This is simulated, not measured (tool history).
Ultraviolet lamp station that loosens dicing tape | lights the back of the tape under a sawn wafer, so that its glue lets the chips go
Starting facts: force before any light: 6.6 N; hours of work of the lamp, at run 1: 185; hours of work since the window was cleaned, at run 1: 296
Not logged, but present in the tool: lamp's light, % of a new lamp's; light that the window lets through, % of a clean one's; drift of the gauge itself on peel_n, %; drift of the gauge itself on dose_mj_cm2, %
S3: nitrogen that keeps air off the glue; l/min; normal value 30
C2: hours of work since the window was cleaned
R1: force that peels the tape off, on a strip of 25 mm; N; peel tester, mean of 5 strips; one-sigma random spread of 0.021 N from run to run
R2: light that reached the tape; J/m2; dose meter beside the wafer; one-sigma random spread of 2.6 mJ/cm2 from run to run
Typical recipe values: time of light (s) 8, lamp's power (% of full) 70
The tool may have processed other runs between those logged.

run 1 day=0.000 | time_of_light_(s)=8 lamp's_power_(%_of_full)=70 S3=30 | hours_of_work_of_the_lamp=185 C2=296 | R1=1.383 R2=2780
-- day=0.400 window cleaned of glue's vapour
run 2 day=1.446 | time_of_light_(s)=8 lamp's_power_(%_of_full)=70 S3=20 | hours_of_work_of_the_lamp=209 C2=17 | R1=1.740 R2=2600
run 3 day=2.396 | time_of_light_(s)=8 lamp's_power_(%_of_full)=70 S3=20 | hours_of_work_of_the_lamp=224 C2=33 | R1=1.748 R2=2600
run 4 day=4.050 | time_of_light_(s)=8 lamp's_power_(%_of_full)=91 S3=30 | hours_of_work_of_the_lamp=251 C2=60 | R1=0.994 R2=3250
run 5 day=5.638 | time_of_light_(s)=8 lamp's_power_(%_of_full)=91 S3=30 | hours_of_work_of_the_lamp=278 C2=86 | R1=1.064 R2=3220
run 6 day=6.517 | time_of_light_(s)=8 lamp's_power_(%_of_full)=70 S3=30 | hours_of_work_of_the_lamp=292 C2=101 | R1=1.589 R2=2470
run 7 day=7.333 | time_of_light_(s)=8 lamp's_power_(%_of_full)=70 S3=32 | hours_of_work_of_the_lamp=306 C2=114 | R1=1.608 R2=2460
run 8 day=8.321 | time_of_light_(s)=6 lamp's_power_(%_of_full)=70 S3=30 | hours_of_work_of_the_lamp=322 C2=130 | R1=2.387 R2=1800
run 9 day=9.404 | time_of_light_(s)=6 lamp's_power_(%_of_full)=70 S3=30 | hours_of_work_of_the_lamp=340 C2=148 | R1=2.379 R2=1810
-- day=10.154 window cleaned of glue's vapour, once more
run 10 day=10.229 | time_of_light_(s)=6 lamp's_power_(%_of_full)=70 S3=30 | hours_of_work_of_the_lamp=353 C2=1 | R1=1.753 R2=2300
run 11 day=11.567 | time_of_light_(s)=6 lamp's_power_(%_of_full)=70 S3=30 | hours_of_work_of_the_lamp=375 C2=23 | R1=1.820 R2=2220
run 12 day=12.779 | time_of_light_(s)=6 lamp's_power_(%_of_full)=70 S3=30 | hours_of_work_of_the_lamp=395 C2=43 | R1=1.828 R2=2270
run 13 day=13.783 | time_of_light_(s)=6 lamp's_power_(%_of_full)=70 S3=30 | hours_of_work_of_the_lamp=411 C2=60 | R1=1.926 R2=2180
run 14 day=15.462 | time_of_light_(s)=10 lamp's_power_(%_of_full)=66 S3=9 | hours_of_work_of_the_lamp=439 C2=87 | R1=1.815 R2=3420
run 15 day=16.788 | time_of_light_(s)=10 lamp's_power_(%_of_full)=66 S3=9 | hours_of_work_of_the_lamp=461 C2=109 | R1=1.898 R2=3390
run 16 day=18.146 | time_of_light_(s)=10 lamp's_power_(%_of_full)=66 S3=9 | hours_of_work_of_the_lamp=483 C2=131 | R1=1.881 R2=3300
run 17 day=19.021 | time_of_light_(s)=10 lamp's_power_(%_of_full)=75 S3=14 | hours_of_work_of_the_lamp=497 C2=146 | R1=1.288 R2=3740
run 18 day=20.625 | time_of_light_(s)=10 lamp's_power_(%_of_full)=75 S3=14 | hours_of_work_of_the_lamp=524 C2=172 | R1=1.313 R2=3700
run 19 day=22.212 | time_of_light_(s)=6 lamp's_power_(%_of_full)=62 S3=39 | hours_of_work_of_the_lamp=550 C2=198 | R1=2.217 R2=1830
run 20 day=23.096 | time_of_light_(s)=6 lamp's_power_(%_of_full)=62 S3=39 | hours_of_work_of_the_lamp=564 C2=213 | R1=2.114 R2=1770
run 21 day=24.058 | time_of_light_(s)=7 lamp's_power_(%_of_full)=81 S3=30 | hours_of_work_of_the_lamp=580 C2=229 | R1=1.378 R2=2660
run 22 day=25.688 | time_of_light_(s)=7 lamp's_power_(%_of_full)=81 S3=30 | hours_of_work_of_the_lamp=607 C2=256 | R1=1.481 R2=2650
run 23 day=26.475 | time_of_light_(s)=6 lamp's_power_(%_of_full)=74 S3=30 | hours_of_work_of_the_lamp=620 C2=269 | R1=1.971 R2=2090
run 24 day=27.338 | time_of_light_(s)=5 lamp's_power_(%_of_full)=70 S3=30 | hours_of_work_of_the_lamp=634 C2=283 | R1=2.589 R2=1610
run 25 day=28.433 | time_of_light_(s)=5 lamp's_power_(%_of_full)=70 S3=30 | hours_of_work_of_the_lamp=652 C2=301 | R1=2.671 R2=1600

Take each entry between the runs: how does the hidden state at the last listed run before it differ from the hidden state at the first listed run after it?
Run 1 -> run 2: window cleaned of glue's vapour (day 0.400)
  lamp's light, % of a new lamp's: 96.1 -> 95.7; light that the window lets through, % of a clean one's: 86.2 -> 82.3
  the result without the hidden state subtracted from the measured one, R1: +0.365 -> +0.503 N; R2: -570 -> -710 J/m2
Run 9 -> run 10: window cleaned of glue's vapour, once more (day 10.154)
  lamp's light, % of a new lamp's: 93 -> 92.7; light that the window lets through, % of a clean one's: 76.6 -> 99.8
  the result without the hidden state subtracted from the measured one, R1: +0.791 -> +0.172 N; R2: -720 -> -190 J/m2

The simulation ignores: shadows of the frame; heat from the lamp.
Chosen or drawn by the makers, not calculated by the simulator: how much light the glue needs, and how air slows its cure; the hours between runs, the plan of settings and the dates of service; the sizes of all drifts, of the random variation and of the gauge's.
